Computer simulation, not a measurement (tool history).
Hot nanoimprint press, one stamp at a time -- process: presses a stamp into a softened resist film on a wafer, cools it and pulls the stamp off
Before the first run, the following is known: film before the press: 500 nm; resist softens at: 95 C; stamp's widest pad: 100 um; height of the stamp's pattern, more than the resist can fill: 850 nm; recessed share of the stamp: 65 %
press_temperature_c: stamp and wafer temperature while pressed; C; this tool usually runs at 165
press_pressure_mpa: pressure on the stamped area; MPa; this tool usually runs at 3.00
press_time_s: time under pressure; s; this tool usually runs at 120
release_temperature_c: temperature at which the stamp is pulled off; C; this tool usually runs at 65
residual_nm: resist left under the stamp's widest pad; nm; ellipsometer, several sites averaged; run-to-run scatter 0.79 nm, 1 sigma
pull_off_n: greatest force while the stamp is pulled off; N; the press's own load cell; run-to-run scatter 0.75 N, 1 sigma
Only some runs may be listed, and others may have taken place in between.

run	hour	press_temperature_c	press_pressure_mpa	press_time_s	release_temperature_c	residual_nm	pull_off_n
1	0.0	165	3.00	120	65	220.0	145.8
2	11.5	165	3.00	120	65	221.0	145.7
3	22.1	165	3.00	120	65	220.6	146.7
4	37.2	165	3.00	120	65	219.5	146.7
5	50.4	165	3.00	120	65	221.9	147.2
6	61.6	165	3.00	120	65	219.7	147.3
7	78.8	168	3.00	120	65	191.0	149.4
8	89.0	168	3.00	120	65	191.3	149.8
9	102.0	168	3.00	120	65	191.2	151.3
10	116.4	165	3.82	120	63	195.6	158.4
11	136.4	165	3.82	133	63	189.5	159.9
12	153.6	165	3.82	133	63	188.5	159.7
13	169.1	165	2.13	120	65	261.9	152.3
14	179.8	157	3.00	120	65	322.6	153.3
15	191.3	157	2.18	176	65	328.8	151.5
16	203.7	166	2.18	165	65	221.8	155.7
# hour 221.1: stamp cleaned and given a new release coat
17	229.5	166	2.18	165	65	222.5	144.6
18	242.0	170	2.31	150	66	184.5	141.7

4 ways to go on from here, each from the tool as it stands after run 18. What would each give?
A	256.0	165	3.00	120	62	?	?
B	256.0	170	2.73	150	66	?	?
C	256.0	157	2.31	67	66	?	?
D	256.0	170	2.31	149	55	?	?

run	residual_nm	pull_off_n
A	223.1	158.4
B	168.7	142.7
C	401.0	143.6
D	183.7	184.9
What these runs would have given with no unlogged condition in the tool:
run	residual_nm	pull_off_n
A	215.9	155.0
B	163.4	139.5
C	394.2	140.3
D	178.1	181.3

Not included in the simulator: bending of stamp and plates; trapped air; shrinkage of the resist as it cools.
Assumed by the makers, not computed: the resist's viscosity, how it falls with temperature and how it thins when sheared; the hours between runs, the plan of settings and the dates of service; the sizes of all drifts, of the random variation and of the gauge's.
